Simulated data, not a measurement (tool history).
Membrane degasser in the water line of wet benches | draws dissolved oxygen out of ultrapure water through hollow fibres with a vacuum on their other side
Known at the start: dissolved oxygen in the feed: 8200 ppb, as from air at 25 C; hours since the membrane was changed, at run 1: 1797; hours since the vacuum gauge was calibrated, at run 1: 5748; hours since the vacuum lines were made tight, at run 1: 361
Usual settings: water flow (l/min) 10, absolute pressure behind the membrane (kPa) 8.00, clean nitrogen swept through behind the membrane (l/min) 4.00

run    hour  water flow (l/min)  absolute pressure behind the membrane (kPa)  clean nitrogen swept through behind the membrane (l/min)  hours since the membrane was changed  hours since the vacuum gauge was calibrated  hours since the vacuum lines were made tight  dissolved oxygen in the water behind the degasser (ppb)  pressure that the water loses in the fibres (kPa)
  1     0.0                  10                                         8.00                                                      4.00                                  1797                                         5748                                           361                                                    113.0                                              68.06
  2   124.0                  10                                         8.00                                                      4.00                                  1921                                         5872                                           485                                                    113.7                                              67.72
  3   245.9                  10                                         8.00                                                      4.00                                  2043                                         5994                                           607                                                    113.0                                              67.45
  4   401.2                  10                                         8.00                                                     10.60                                  2198                                         6149                                           762                                                     94.1                                              67.77
      500.0  -- vacuum gauge calibrated
  5   516.9                  10                                         8.00                                                      6.87                                  2313                                           17                                           877                                                     99.8                                              67.88
  6   622.5                  10                                         8.00                                                      5.10                                  2419                                          123                                           983                                                    106.7                                              67.96
  7   736.3                  10                                         8.00                                                      5.10                                  2533                                          236                                          1096                                                    104.4                                              67.76
  8   860.0                  10                                         8.00                                                      5.10                                  2657                                          360                                          1220                                                    106.7                                              68.01
  9   929.9                  10                                         8.00                                                      4.00                                  2726                                          430                                          1290                                                    111.5                                              68.08
 10  1042.0                  10                                         8.00                                                      4.00                                  2839                                          542                                          1402                                                    111.3                                              68.01
 11  1131.5                  11                                         8.00                                                      4.00                                  2928                                          632                                          1492                                                    129.4                                              75.43
 12  1267.8                  10                                         8.00                                                      4.00                                  3064                                          768                                          1628                                                    113.8                                              68.15
 13  1339.9                  10                                         8.00                                                      4.00                                  3136                                          840                                          1700                                                    114.2                                              68.29
 14  1468.3                  10                                         8.00                                                      4.00                                  3265                                          968                                          1828                                                    114.9                                              68.68
 15  1550.4                  10                                         8.00                                                      4.00                                  3347                                         1050                                          1911                                                    116.7                                              68.50
 16  1666.8                  10                                         8.00                                                      4.00                                  3463                                         1167                                          2027                                                    115.0                                              68.48
 17  1791.1                  10                                        12.96                                                      4.00                                  3588                                         1291                                          2151                                                    148.7                                              68.67
 18  1951.1                  10                                        10.57                                                      8.50                                  3748                                         1451                                          2311                                                    108.5                                              68.78
 19  2022.9                  10                                        13.64                                                      4.00                                  3819                                         1523                                          2383                                                    152.0                                              68.79
 20  2136.6                  12                                         5.94                                                      5.85                                  3933                                         1637                                          2497                                                    129.2                                              82.22
 21  2203.4                  10                                        16.63                                                      2.65                                  4000                                         1703                                          2564                                                    210.1                                              68.71
 22  2338.3                   7                                         6.31                                                      2.37                                  4135                                         1838                                          2698                                                     72.6                                              48.21
 23  2455.4                   7                                        14.13                                                      5.53                                  4252                                         1955                                          2816                                                     84.7                                              48.26
 24  2615.2                   7                                        14.13                                                      5.53                                  4412                                         2115                                          2975                                                     84.3                                              47.99
 25  2711.4                  13                                        13.93                                                      4.00                                  4508                                         2211                                          3072                                                    215.6                                              90.52
 26  2854.7                  13                                        13.93                                                      4.00                                  4651                                         2355                                          3215                                                    217.8                                              90.18
 27  2968.4                  14                                         5.64                                                      3.57                                  4765                                         2468                                          3329                                                    171.6                                              97.06
 28  3039.4                  14                                         5.64                                                      3.57                                  4836                                         2539                                          3400                                                    172.3                                              96.98
 29  3145.8                   8                                         8.00                                                      4.11                                  4942                                         2646                                          3506                                                     87.2                                              55.51
 30  3289.8                  10                                         8.00                                                      2.11                                  5086                                         2790                                          3650                                                    147.5                                              69.40
 31  3410.1                   9                                         7.19                                                      3.57                                  5207                                         2910                                          3770                                                    103.7                                              62.20
 32  3507.6                   9                                         7.19                                                      3.57                                  5304                                         3008                                          3868                                                    104.2                                              63.21

4 ways to go on from here, each from the tool as it stands after run 32. What would each give?
  A  3618.8                   9                                         7.19                                                      2.50                                  5415                                         3119                                          3979                                                        ?                                                  ?
  B  3618.8                   8                                         8.00                                                      4.00                                  5415                                         3119                                          3979                                                        ?                                                  ?
  C  3618.8                  10                                         8.00                                                      9.74                                  5415                                         3119                                          3979                                                        ?                                                  ?
  D  3618.8                   9                                         9.48                                                      4.98                                  5415                                         3119                                          3979                                                        ?                                                  ?

run  dissolved oxygen in the water behind the degasser (ppb)  pressure that the water loses in the fibres (kPa)
  A                                                    116.7                                              62.55
  B                                                     90.5                                              55.69
  C                                                    106.0                                              69.25
  D                                                    106.6                                              62.69
Without the tool's hidden state the same runs would have given:
run  dissolved oxygen in the water behind the degasser (ppb)  pressure that the water loses in the fibres (kPa)
  A                                                     99.5                                              60.00
  B                                                     76.3                                              53.41
  C                                                     88.9                                              66.43
  D                                                     90.7                                              60.14
